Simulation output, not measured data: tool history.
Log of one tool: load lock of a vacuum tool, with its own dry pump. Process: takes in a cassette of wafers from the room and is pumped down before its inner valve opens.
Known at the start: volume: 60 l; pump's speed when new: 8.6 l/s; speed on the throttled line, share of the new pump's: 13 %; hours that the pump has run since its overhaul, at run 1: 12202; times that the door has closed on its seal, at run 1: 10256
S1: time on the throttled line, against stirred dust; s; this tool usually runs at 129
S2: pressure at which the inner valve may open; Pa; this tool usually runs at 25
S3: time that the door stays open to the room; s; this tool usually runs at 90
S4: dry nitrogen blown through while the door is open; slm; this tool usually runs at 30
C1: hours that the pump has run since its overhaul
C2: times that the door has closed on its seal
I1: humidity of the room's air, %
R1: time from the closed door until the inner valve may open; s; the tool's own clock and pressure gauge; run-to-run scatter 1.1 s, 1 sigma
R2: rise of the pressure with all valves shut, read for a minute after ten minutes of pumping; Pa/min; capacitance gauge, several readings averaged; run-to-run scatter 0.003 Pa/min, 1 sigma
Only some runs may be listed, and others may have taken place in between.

Run 1, day 0: usual settings; C1 12202; C2 10256; I1 48. Result: R1 179.1 s, R2 0.074 Pa/min.
Run 2, day 9.367: usual settings; C1 12427; C2 10503; I1 48.3. Result: R1 178.7 s, R2 0.069 Pa/min.
Run 3, day 23.021: usual settings; C1 12754; C2 10863; I1 46.5. Result: R1 178.3 s, R2 0.074 Pa/min.
Run 4, day 40.583: usual settings; C1 13176; C2 11326; I1 43.6. Result: R1 178.5 s, R2 0.079 Pa/min.
Run 5, day 60.817: usual settings but S1 176 s; C1 13662; C2 11859; I1 43.7. Result: R1 221.3 s, R2 0.082 Pa/min.
Run 6, day 74.512: usual settings but S3 178 s; C1 13990; C2 12220; I1 43.4. Result: R1 181.7 s, R2 0.095 Pa/min.
Run 7, day 93.467: usual settings; C1 14445; C2 12720; I1 44.1. Result: R1 181.2 s, R2 0.09 Pa/min.
Run 8, day 114.504: usual settings; C1 14950; C2 13275; I1 45.6. Result: R1 181.6 s, R2 0.094 Pa/min.
Run 9, day 126.504: usual settings; C1 15238; C2 13591; I1 45.1. Result: R1 182.3 s, R2 0.093 Pa/min.
Run 10, day 145.362: usual settings but S4 11 slm; C1 15691; C2 14088; I1 47.4. Result: R1 182.5 s, R2 0.123 Pa/min.
Run 11, day 161.375: usual settings but S4 11 slm; C1 16075; C2 14510; I1 41.8. Result: R1 181.2 s, R2 0.117 Pa/min.
Run 12, day 180.8: usual settings but S4 11 slm; C1 16541; C2 15022; I1 48.2. Result: R1 183.5 s, R2 0.128 Pa/min.
Run 13, day 191.721: usual settings; C1 16803; C2 15310; I1 46. Result: R1 181.8 s, R2 0.11 Pa/min.
Run 14, day 209.708: usual settings; C1 17235; C2 15784; I1 46.6. Result: R1 184 s, R2 0.115 Pa/min.
At day 210.904: dry pump taken out, an overhauled one fitted.
Run 15, day 218.879: usual settings; C1 191; C2 16020; I1 47.2. Result: R1 168.4 s, R2 0.119 Pa/min.
Run 16, day 229.738: usual settings; C1 452; C2 16306; I1 42.8. Result: R1 168.5 s, R2 0.117 Pa/min.
Run 17, day 250.804: usual settings; C1 958; C2 16861; I1 44.4. Result: R1 170.8 s, R2 0.13 Pa/min.
Run 18, day 272.646: usual settings but S4 36 slm; C1 1482; C2 17437; I1 40.8. Result: R1 170.3 s, R2 0.125 Pa/min.
Run 19, day 290.183: usual settings but S2 40 Pa; C1 1903; C2 17899; I1 43.7. Result: R1 166.3 s, R2 0.137 Pa/min.
Run 20, day 309.375: usual settings but S2 40 Pa; C1 2363; C2 18405; I1 39.4. Result: R1 166.3 s, R2 0.136 Pa/min.
Run 21, day 325.642: usual settings but S2 40 Pa; C1 2754; C2 18834; I1 47.4. Result: R1 169.7 s, R2 0.146 Pa/min.
Run 22, day 335.088: usual settings but S1 99 s; C1 2980; C2 19083; I1 41.9. Result: R1 145.6 s, R2 0.155 Pa/min.
Run 23, day 355.271: usual settings but S2 43 Pa, S3 54 s; C1 3465; C2 19615; I1 45.3. Result: R1 168.1 s, R2 0.15 Pa/min.
Run 24, day 367.721: usual settings but S1 178 s, S2 40 Pa, S3 137 s; C1 3764; C2 19943; I1 47.2. Result: R1 209.7 s, R2 0.164 Pa/min.
Run 25, day 377.379: usual settings but S2 36 Pa, S4 37 slm; C1 3995; C2 20198; I1 43. Result: R1 168.2 s, R2 0.158 Pa/min.
Run 26, day 399.267: usual settings but S2 31 Pa, S3 66 s; C1 4521; C2 20775; I1 48.3. Result: R1 168.4 s, R2 0.156 Pa/min.
Run 27, day 410.683: usual settings but S2 31 Pa, S3 66 s; C1 4795; C2 21076; I1 45. Result: R1 169.5 s, R2 0.162 Pa/min.
Run 28, day 423.571: usual settings but S3 153 s; C1 5104; C2 21416; I1 45.9. Result: R1 172.8 s, R2 0.183 Pa/min.
Run 29, day 434.65: usual settings but S3 153 s; C1 5370; C2 21708; I1 45.1. Result: R1 173.1 s, R2 0.182 Pa/min.
Run 30, day 447.108: usual settings but S2 19 Pa, S4 7 slm; C1 5669; C2 22036; I1 47.8. Result: R1 175.3 s, R2 0.208 Pa/min.
Run 31, day 463.992: usual settings but S2 19 Pa, S4 7 slm; C1 6074; C2 22481; I1 42.6. Result: R1 176.4 s, R2 0.204 Pa/min.
Run 32, day 475.45: usual settings but S2 19 Pa, S4 7 slm; C1 6349; C2 22783; I1 45.3. Result: R1 174.5 s, R2 0.213 Pa/min.
Run 33, day 485.329: usual settings but S2 21 Pa, S4 28 slm; C1 6586; C2 23044; I1 44.5. Result: R1 172 s, R2 0.188 Pa/min.
Run 34, day 505.067: usual settings but S1 114 s, S2 21 Pa, S4 37 slm; C1 7060; C2 23564; I1 47.2. Result: R1 161.7 s, R2 0.191 Pa/min.
Run 35, day 523.546: usual settings but S1 99 s, S3 139 s; C1 7503; C2 24051; I1 45.4. Result: R1 147.5 s, R2 0.211 Pa/min.
Run 36, day 535.354: usual settings but S1 99 s, S2 27 Pa, S3 139 s, S4 37 slm; C1 7787; C2 24362; I1 43.2. Result: R1 148.1 s, R2 0.207 Pa/min.

Pick out some run-to-run changes in R1. Of each, how much would a tool without hidden state show as well, from the settings, what came in and chance, and how much is left for the hidden state and any gauge scatter not in both results compared?
The tool's hidden condition here consists of: pump's speed, % of a new pump's; leak at the door's seal, Pa l/s; drift of the gauge itself on ready_s, %; drift of the gauge itself on rise_pa_min, %.
Run 4 -> 5: S1 129 -> 176. R1 +42.8 s: hidden state -1, all else +43.8.
Run 5 -> 6: S1 176 -> 129, S3 90 -> 178. R1 -39.6 s: hidden state +1.8, all else -41.4.
Run 14 -> 15: dry pump taken out, an overhauled one fitted. R1 -15.6 s: hidden state -14.1, all else -1.5.
Run 23 -> 24: S1 129 -> 178, S2 43 -> 40, S3 54 -> 137. R1 +41.6 s: hidden state -0.1, all else +41.7.
Run 24 -> 25: S1 178 -> 129, S2 40 -> 36, S3 137 -> 90, S4 30 -> 37. R1 -41.5 s: hidden state +0.4, all else -41.9.
